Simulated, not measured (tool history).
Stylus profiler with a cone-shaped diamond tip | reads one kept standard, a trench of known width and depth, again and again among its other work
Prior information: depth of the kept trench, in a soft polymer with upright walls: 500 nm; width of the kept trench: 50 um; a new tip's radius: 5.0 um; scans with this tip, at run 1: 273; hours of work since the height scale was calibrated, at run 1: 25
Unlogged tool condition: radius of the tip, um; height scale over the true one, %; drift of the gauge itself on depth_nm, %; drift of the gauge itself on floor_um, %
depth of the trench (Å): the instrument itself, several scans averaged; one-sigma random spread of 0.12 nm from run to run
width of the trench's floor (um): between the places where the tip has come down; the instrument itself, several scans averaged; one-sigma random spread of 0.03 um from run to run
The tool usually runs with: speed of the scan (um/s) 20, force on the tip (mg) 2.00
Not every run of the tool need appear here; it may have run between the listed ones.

run    day  speed of the scan (um/s)  force on the tip (mg)  scans with this tip  hours of work since the height scale was calibrated  depth of the trench (Å)  width of the trench's floor (um)
  1  0.000                        20                   2.00                  273                                                   25                   5053.0                             45.54
  2  1.167                        20                   2.00                  466                                                   42                   5051.7                             45.50
  3  1.925                        20                   2.00                  592                                                   54                   5052.0                             45.50
  4  3.312                        20                   2.00                  822                                                   75                   5049.1                             45.47
  5  4.333                        20                   2.00                  991                                                   90                   5053.9                             45.42
  6  5.100                        20                   2.00                 1118                                                  102                   5050.3                             45.37
  7  6.662                        34                   2.61                 1378                                                  125                   5060.3                             45.31
  8  8.092                        74                   2.14                 1614                                                  147                   5054.8                             45.16
  9  9.654                        10                   1.00                 1873                                                  170                   5037.4                             45.32

Run 10 comes next. What will it give?
 10  10.604                        22                   1.32                 2031                                                  185                        ?                                 ?

depth of the trench (Å): 5041.4
width of the trench's floor (um): 45.19
With the hidden condition absent and the run-to-run variation left alone, this run would have shown depth of the trench (Å) 5036.0, width of the trench's floor (um) 45.53.
